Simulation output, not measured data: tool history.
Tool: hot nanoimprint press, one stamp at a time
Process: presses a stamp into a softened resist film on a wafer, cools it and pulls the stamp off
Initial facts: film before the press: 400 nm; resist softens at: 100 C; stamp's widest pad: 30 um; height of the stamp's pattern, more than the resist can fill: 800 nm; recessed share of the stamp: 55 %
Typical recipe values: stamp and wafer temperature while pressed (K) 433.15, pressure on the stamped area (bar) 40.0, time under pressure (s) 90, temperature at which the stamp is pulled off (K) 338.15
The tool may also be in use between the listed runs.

| run | day | stamp and wafer temperature while pressed (K) | pressure on the stamped area (bar) | time under pressure (s) | temperature at which the stamp is pulled off (K) | resist left under the stamp's widest pad (angstrom) | greatest force while the stamp is pulled off (N) |
|---|---|---|---|---|---|---|---|
| 1 | 0.000 | 433.15 | 40.0 | 90 | 338.15 | 2070 | 139 |
| 2 | 0.329 | 433.15 | 40.0 | 90 | 338.15 | 2081 | 136 |
| 3 | 0.696 | 433.15 | 40.0 | 90 | 338.15 | 2069 | 132 |
| 4 | 0.954 | 433.15 | 40.0 | 90 | 338.15 | 2084 | 141 |
| 5 | 1.175 | 433.15 | 40.0 | 90 | 338.15 | 2093 | 132 |
| 6 | 1.425 | 433.15 | 40.0 | 90 | 338.15 | 2090 | 139 |
| 7 | 1.588 | 433.15 | 40.0 | 90 | 338.15 | 2092 | 136 |
| 8 | 1.854 | 433.15 | 40.0 | 90 | 327.15 | 2072 | 164 |
| 9 | 2.042 | 433.15 | 40.0 | 90 | 327.15 | 2087 | 160 |
| 10 | 2.271 | 433.15 | 40.0 | 90 | 326.15 | 2091 | 161 |
| 11 | 2.492 | 433.15 | 40.0 | 90 | 326.15 | 2087 | 162 |
| 12 | 2.771 | 433.15 | 40.0 | 90 | 326.15 | 2074 | 163 |
| 13 | 3.038 | 433.15 | 40.0 | 90 | 326.15 | 2088 | 166 |
| 14 | 3.200 | 433.15 | 40.0 | 90 | 338.15 | 2064 | 131 |
| 15 | 3.358 | 433.15 | 40.0 | 90 | 338.15 | 2071 | 135 |
| 16 | 3.650 | 433.15 | 40.0 | 90 | 338.15 | 2054 | 139 |
| 17 | 3.871 | 433.15 | 40.0 | 51 | 338.15 | 2516 | 142 |
| 18 | 4.192 | 433.15 | 29.1 | 140 | 338.15 | 2010 | 140 |
| 19 | 4.358 | 433.15 | 34.0 | 90 | 331.15 | 2202 | 148 |
| 20 | 4.575 | 433.15 | 34.0 | 90 | 331.15 | 2227 | 155 |
| 21 | 4.875 | 433.15 | 40.0 | 77 | 334.15 | 2191 | 145 |
| 22 | 5.162 | 425.15 | 40.0 | 84 | 345.15 | 3136 | 120 |
| 23 | 5.529 | 425.15 | 40.0 | 84 | 345.15 | 3126 | 121 |
| 24 | 5.817 | 435.15 | 50.2 | 61 | 341.15 | 1959 | 133 |
| 25 | 6.029 | 435.15 | 50.2 | 61 | 341.15 | 1938 | 132 |
| 26 | 6.408 | 431.15 | 40.0 | 90 | 336.15 | 2325 | 136 |
| 27 | 6.633 | 433.15 | 40.0 | 90 | 341.15 | 2082 | 132 |
| 28 | 7.008 | 433.15 | 40.0 | 90 | 341.15 | 2087 | 135 |
| 29 | 7.358 | 433.15 | 40.0 | 90 | 341.15 | 2080 | 133 |

Alternative continuations, all from the tool just after run 29; predict every row:
| A | 7.596 | 433.15 | 40.0 | 78 | 338.15 | ? | ? |
| B | 7.596 | 433.15 | 48.4 | 90 | 338.15 | ? | ? |
| C | 7.596 | 424.15 | 40.0 | 90 | 329.15 | ? | ? |
| D | 7.596 | 433.15 | 40.0 | 90 | 327.15 | ? | ? |

| run | resist left under the stamp's widest pad (angstrom) | greatest force while the stamp is pulled off (N) |
|---|---|---|
| A | 2190 | 138 |
| B | 1927 | 132 |
| C | 3210 | 158 |
| D | 2102 | 160 |
Stripped of hidden state, with their random variation kept, the same runs would have yielded:
| run | resist left under the stamp's widest pad (angstrom) | greatest force while the stamp is pulled off (N) |
|---|---|---|
| A | 2197 | 137 |
| B | 1933 | 131 |
| C | 3216 | 157 |
| D | 2109 | 159 |
